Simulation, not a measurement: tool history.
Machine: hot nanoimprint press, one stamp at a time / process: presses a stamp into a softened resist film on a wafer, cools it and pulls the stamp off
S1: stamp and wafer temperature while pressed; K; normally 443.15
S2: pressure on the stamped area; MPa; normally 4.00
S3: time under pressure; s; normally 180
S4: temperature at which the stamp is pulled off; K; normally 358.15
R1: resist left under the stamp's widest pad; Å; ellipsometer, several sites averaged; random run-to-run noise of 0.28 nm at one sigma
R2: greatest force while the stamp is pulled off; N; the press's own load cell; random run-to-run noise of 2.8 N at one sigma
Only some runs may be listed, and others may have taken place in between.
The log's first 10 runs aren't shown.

run,hour,S1,S2,S3,S4,R1,R2
11,227.8,443.15,4.00,180,358.15,869,138
12,240.7,443.15,4.00,248,358.15,770,143
13,262.9,443.15,4.00,180,358.15,876,147
# hour 281.4: plate thermocouple calibrated, once more
14,284.0,443.15,4.00,180,358.15,853,134
15,304.6,443.15,4.00,180,358.15,855,147
16,330.8,448.15,4.00,180,358.15,663,142
17,355.6,443.15,4.00,180,362.15,862,140
18,381.8,443.15,2.90,247,347.15,880,183
19,411.7,450.15,6.31,180,343.15,483,204
20,434.6,449.15,6.19,238,348.15,454,176
21,446.9,440.15,2.58,180,362.15,1193,143
22,471.2,440.15,2.90,145,350.15,1221,187
23,488.1,440.15,2.90,145,350.15,1226,184
24,512.9,440.15,2.90,145,350.15,1233,188
25,540.4,440.15,2.90,145,350.15,1243,188
26,555.0,437.15,4.97,180,358.15,1083,175
27,571.1,432.15,4.00,232,358.15,1358,170
28,585.8,439.15,4.00,134,358.15,1185,168
29,602.6,443.15,5.32,278,358.15,650,175
30,619.1,443.15,5.32,278,346.15,651,217

Branching from run 30: 3 alternative next runs. What would each branch give?
A,645.9,434.15,5.32,219,346.15,?,?
B,645.9,440.15,4.00,180,358.15,?,?
C,645.9,443.15,5.76,115,344.15,?,?

run,R1,R2
A,1159,215
B,1034,181
C,902,231
Stripped of hidden state, with their random variation kept, the same runs would have yielded:
run,R1,R2
A,1102,155
B,986,130
C,855,167
